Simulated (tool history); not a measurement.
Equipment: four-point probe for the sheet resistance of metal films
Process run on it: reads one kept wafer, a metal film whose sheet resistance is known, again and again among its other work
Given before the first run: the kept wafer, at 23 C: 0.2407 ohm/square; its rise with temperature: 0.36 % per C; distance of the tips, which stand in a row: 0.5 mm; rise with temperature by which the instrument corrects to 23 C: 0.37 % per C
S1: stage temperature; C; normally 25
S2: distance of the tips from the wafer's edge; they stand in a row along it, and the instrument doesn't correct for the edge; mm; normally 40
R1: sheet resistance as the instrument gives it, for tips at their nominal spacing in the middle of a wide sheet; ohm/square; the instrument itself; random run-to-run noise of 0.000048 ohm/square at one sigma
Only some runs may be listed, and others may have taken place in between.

run   hour  S1  S2        R1
  1      0  25  40   0.23879
  2    8.5  26  40  0.238765
  3   20.9  26  40    0.2388
  4   30.9  25  58  0.238835
  5   43.8  25  58  0.238846
  6   61.7  25  58  0.238845
  7   78.3  31  40   0.23853
  8   85.7  31  14  0.238756
  9   94.9  31  14  0.238726
 10  105.9  25  71  0.238725
 11  117.4  25  11  0.238965
 12  131.5  25  40  0.238723
 13    140  33  40  0.238478
 14  151.4  34  40  0.238499
 15  163.8  34  40  0.238452
 16  174.2  34   9  0.238763
 17  187.6  34   9  0.238773
 18  205.8  34   9  0.238768
 19  215.5  20  40  0.238785
 20  230.9  27  40  0.238613
 21  241.3  27  40  0.238659
 22  252.5  34   4  0.240396
 23  261.2  33  13  0.238568
 24  270.8  33  13  0.238577
 25  280.7  25  11  0.238885
 26  293.7  25  11   0.23882
 27  305.2  26  15  0.238698
 28    313  34   5  0.239493
 29  329.4  22  17  0.238702
 30  346.9  25  23  0.238613
 31    364  25  53  0.238562
 32  380.2  29  33  0.238423
 33  389.6  29  33  0.238475
 34    404  25  33  0.238526
 35  414.9  21  28  0.238709
 36  427.5  30  21  0.238397
 37  443.4  30  21  0.238483
 38  458.3  31  40  0.238429

5 ways to go on from here, each from the tool as it stands after run 38. What would each give?
  A  472.4  28  51   ?
  B  472.4  31   4   ?
  C  472.4  23  40   ?
  D  472.4  30  66   ?
  E  472.4  19  40   ?

run        R1
  A  0.238358
  B  0.240347
  C  0.238523
  D  0.238329
  E  0.238678
Had the tool no hidden state, the same runs would have come out as:
run        R1
  A  0.240536
  B  0.242544
  C    0.2407
  D  0.240508
  E  0.240855
